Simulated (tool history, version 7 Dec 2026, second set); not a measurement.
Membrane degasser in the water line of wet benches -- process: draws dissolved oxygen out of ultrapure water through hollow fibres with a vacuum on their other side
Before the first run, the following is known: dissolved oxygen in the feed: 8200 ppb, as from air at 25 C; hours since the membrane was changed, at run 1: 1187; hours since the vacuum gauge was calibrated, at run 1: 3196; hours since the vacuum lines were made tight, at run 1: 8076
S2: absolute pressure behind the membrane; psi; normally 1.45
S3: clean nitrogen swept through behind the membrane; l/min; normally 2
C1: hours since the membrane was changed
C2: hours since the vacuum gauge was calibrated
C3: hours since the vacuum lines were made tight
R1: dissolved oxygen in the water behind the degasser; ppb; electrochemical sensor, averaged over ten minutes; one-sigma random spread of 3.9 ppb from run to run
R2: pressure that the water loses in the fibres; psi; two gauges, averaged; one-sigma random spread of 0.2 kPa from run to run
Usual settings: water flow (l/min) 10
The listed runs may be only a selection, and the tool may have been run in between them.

{"run": 1, "hour": 0.0, "water flow (l/min)": 10, "S2": 1.45, "S3": 2, "C1": 1187, "C2": 3196, "C3": 8076, "R1": 400.8, "R2": 6.286}
{"run": 2, "hour": 138.8, "water flow (l/min)": 10, "S2": 1.45, "S3": 2, "C1": 1326, "C2": 3335, "C3": 8214, "R1": 398.4, "R2": 6.295}
{"run": 3, "hour": 258.4, "water flow (l/min)": 10, "S2": 1.45, "S3": 2, "C1": 1445, "C2": 3454, "C3": 8334, "R1": 392.5, "R2": 6.296}
{"run": 4, "hour": 391.2, "water flow (l/min)": 10, "S2": 1.45, "S3": 2, "C1": 1578, "C2": 3587, "C3": 8467, "R1": 404.3, "R2": 6.373}
{"run": 5, "hour": 453.4, "water flow (l/min)": 10, "S2": 1.38, "S3": 2, "C1": 1640, "C2": 3649, "C3": 8529, "R1": 397.8, "R2": 6.289}
{"run": 6, "hour": 593.2, "water flow (l/min)": 10, "S2": 1.38, "S3": 2, "C1": 1780, "C2": 3789, "C3": 8669, "R1": 394.4, "R2": 6.376}
{"run": 7, "hour": 701.8, "water flow (l/min)": 10, "S2": 1.45, "S3": 5.79, "C1": 1889, "C2": 3898, "C3": 8777, "R1": 349.2, "R2": 6.342}
{"run": 8, "hour": 818.1, "water flow (l/min)": 10, "S2": 1.45, "S3": 5.79, "C1": 2005, "C2": 4014, "C3": 8894, "R1": 351, "R2": 6.303}
{"run": 9, "hour": 900.5, "water flow (l/min)": 10, "S2": 1.45, "S3": 5.79, "C1": 2088, "C2": 4096, "C3": 8976, "R1": 354.8, "R2": 6.313}
{"run": 10, "hour": 1020.1, "water flow (l/min)": 10, "S2": 1.45, "S3": 5.79, "C1": 2207, "C2": 4216, "C3": 9096, "R1": 354.7, "R2": 6.332}
{"run": 11, "hour": 1120.5, "water flow (l/min)": 10, "S2": 1.45, "S3": 2, "C1": 2308, "C2": 4316, "C3": 9196, "R1": 407.3, "R2": 6.369}
{"run": 12, "hour": 1191.9, "water flow (l/min)": 10, "S2": 1.45, "S3": 1.52, "C1": 2379, "C2": 4388, "C3": 9267, "R1": 427.2, "R2": 6.345}
{"run": 13, "hour": 1288.6, "water flow (l/min)": 11, "S2": 1.45, "S3": 5.87, "C1": 2476, "C2": 4485, "C3": 9364, "R1": 396.9, "R2": 7.046}
{"run": 14, "hour": 1434.6, "water flow (l/min)": 11, "S2": 1.45, "S3": 5.87, "C1": 2622, "C2": 4631, "C3": 9510, "R1": 395.3, "R2": 7.027}
{"run": 15, "hour": 1513.8, "water flow (l/min)": 7, "S2": 1.45, "S3": 3.18, "C1": 2701, "C2": 4710, "C3": 9589, "R1": 244.5, "R2": 4.483}
{"run": 16, "hour": 1630.6, "water flow (l/min)": 9, "S2": 1.45, "S3": 3, "C1": 2818, "C2": 4827, "C3": 9706, "R1": 335.1, "R2": 5.7}
{"run": 17, "hour": 1703.2, "water flow (l/min)": 9, "S2": 1.45, "S3": 3, "C1": 2890, "C2": 4899, "C3": 9779, "R1": 334.3, "R2": 5.741}
{"hour": 1779.9, "done": "vacuum gauge calibrated"}
{"run": 18, "hour": 1820.7, "water flow (l/min)": 9, "S2": 1.45, "S3": 3, "C1": 3007, "C2": 41, "C3": 9896, "R1": 339.8, "R2": 5.765}
{"run": 19, "hour": 1880.0, "water flow (l/min)": 9, "S2": 1.45, "S3": 3, "C1": 3067, "C2": 100, "C3": 9955, "R1": 334.9, "R2": 5.788}
{"run": 20, "hour": 2018.7, "water flow (l/min)": 13, "S2": 1.26, "S3": 2, "C1": 3205, "C2": 239, "C3": 10094, "R1": 531.8, "R2": 8.306}
{"run": 21, "hour": 2140.5, "water flow (l/min)": 13, "S2": 1.26, "S3": 2, "C1": 3327, "C2": 361, "C3": 10216, "R1": 527.3, "R2": 8.341}
{"run": 22, "hour": 2260.9, "water flow (l/min)": 13, "S2": 2.28, "S3": 2.59, "C1": 3447, "C2": 481, "C3": 10336, "R1": 587.8, "R2": 8.314}
{"run": 23, "hour": 2395.2, "water flow (l/min)": 7, "S2": 1.45, "S3": 2, "C1": 3582, "C2": 615, "C3": 10470, "R1": 272.1, "R2": 4.49}

Below, some changes in R1 between adjacent runs. For each, the amount present without the hidden state too (settings, incoming material, random variation) and the amount remaining for the hidden state with gauge scatter not shared by both compared results:
The tool's hidden condition here consists of: membrane still open, %; true pressure behind the membrane over the reading, kPa; air that leaks in behind the membrane, l/min; drift of the gauge itself on oxygen_ppb, %; drift of the gauge itself on loss_of_pressure_kpa, %.
Run 19 -> 20: water flow (l/min) 9 -> 13, S2 1.45 -> 1.26, S3 3 -> 2. R1 +196.9 ppb: hidden state +7.8, all else +189.1.
Run 22 -> 23: water flow (l/min) 13 -> 7, S2 2.28 -> 1.45, S3 2.59 -> 2. R1 -315.7 ppb: hidden state -10.8, all else -304.9.

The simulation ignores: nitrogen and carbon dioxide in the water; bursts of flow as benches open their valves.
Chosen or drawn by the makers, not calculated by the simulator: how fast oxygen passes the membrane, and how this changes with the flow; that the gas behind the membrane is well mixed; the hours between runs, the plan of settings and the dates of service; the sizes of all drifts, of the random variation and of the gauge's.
